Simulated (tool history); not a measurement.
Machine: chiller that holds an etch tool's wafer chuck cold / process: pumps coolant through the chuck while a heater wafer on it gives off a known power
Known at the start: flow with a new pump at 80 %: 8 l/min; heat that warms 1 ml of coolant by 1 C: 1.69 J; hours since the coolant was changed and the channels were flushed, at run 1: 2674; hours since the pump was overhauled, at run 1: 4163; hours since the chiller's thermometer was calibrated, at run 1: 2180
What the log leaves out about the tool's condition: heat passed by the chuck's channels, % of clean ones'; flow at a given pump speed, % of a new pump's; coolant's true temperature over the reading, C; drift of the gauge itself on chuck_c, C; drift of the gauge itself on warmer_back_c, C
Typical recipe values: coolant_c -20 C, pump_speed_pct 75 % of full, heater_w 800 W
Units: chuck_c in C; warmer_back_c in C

run,hour,coolant_c,pump_speed_pct,heater_w,hours since the coolant was changed and the channels were flushed,hours since the pump was overhauled,hours since the chiller's thermometer was calibrated,chuck_c,warmer_back_c
1,0,-20,75,800,2674,4163,2180,-12.36,3.92
2,120.2,-20,75,501,2794,4283,2300,-15.32,2.43
3,223.5,-23,75,501,2898,4387,2404,-18.27,2.49
4,346.7,-23,75,647,3021,4510,2527,-16.97,3.16
5,426.1,-20,75,800,3100,4589,2606,-12.37,3.93
6,523.3,-17,75,800,3198,4687,2704,-9.39,3.93
7,589,-17,75,800,3263,4752,2769,-9.46,3.96
8,737.6,-17,75,800,3412,4901,2918,-9.38,3.94
9,821.1,-17,75,800,3495,4984,3001,-9.36,3.93
10,934.8,-17,75,800,3609,5098,3115,-9.2,3.93
11,1075.5,-17,75,800,3750,5239,3256,-9.29,3.92
12,1212.9,-15,75,800,3887,5376,3393,-7.37,3.94
13,1335.4,-20,75,800,4010,5499,3516,-12.26,3.93
14,1407.8,-20,77,1043,4082,5571,3588,-10.17,5.01
15,1556.4,-20,77,1043,4231,5720,3737,-10.11,5.02
16,1708,-20,81,927,4382,5871,3888,-11.51,4.26
17,1832.6,-19,84,786,4507,5996,4013,-12.03,3.47
18,1965.5,-20,63,800,4640,6129,4146,-10.96,4.7
19,2081.6,-20,63,800,4756,6245,4262,-10.88,4.71
20,2239.3,-20,63,800,4914,6403,4420,-10.84,4.7
21,2395.5,-22,80,873,5070,6559,4576,-13.86,4.07
22,2487,-29,69,1161,5161,6650,4667,-16.68,6.27
23,2620,-11,75,800,5294,6783,4800,-3.11,4.01
24,2705.7,-11,75,800,5380,6869,4886,-3.08,3.99
25,2862.5,-20,81,960,5537,7026,5043,-11.12,4.44
26,2931.6,-29,75,644,5606,7095,5112,-22.63,3.23

Some steps in chuck_c, run to run, broken into two amounts with sign: the step expected even without the hidden condition (settings, incoming material, random variation), and the rest, left for the hidden condition together with whatever gauge scatter is not in both the measured and the hidden-condition-free result:
Run 21 -> 22: coolant_c -22 -> -29, pump_speed_pct 80 -> 69, heater_w 873 -> 1161. chuck_c -2.82 C: hidden state +0.53, all else -3.35.
Run 22 -> 23: coolant_c -29 -> -11, pump_speed_pct 69 -> 75, heater_w 1161 -> 800. chuck_c +13.57 C: hidden state -0.53, all else +14.1.
Run 25 -> 26: coolant_c -20 -> -29, pump_speed_pct 81 -> 75, heater_w 960 -> 644. chuck_c -11.51 C: hidden state -0.33, all else -11.18.

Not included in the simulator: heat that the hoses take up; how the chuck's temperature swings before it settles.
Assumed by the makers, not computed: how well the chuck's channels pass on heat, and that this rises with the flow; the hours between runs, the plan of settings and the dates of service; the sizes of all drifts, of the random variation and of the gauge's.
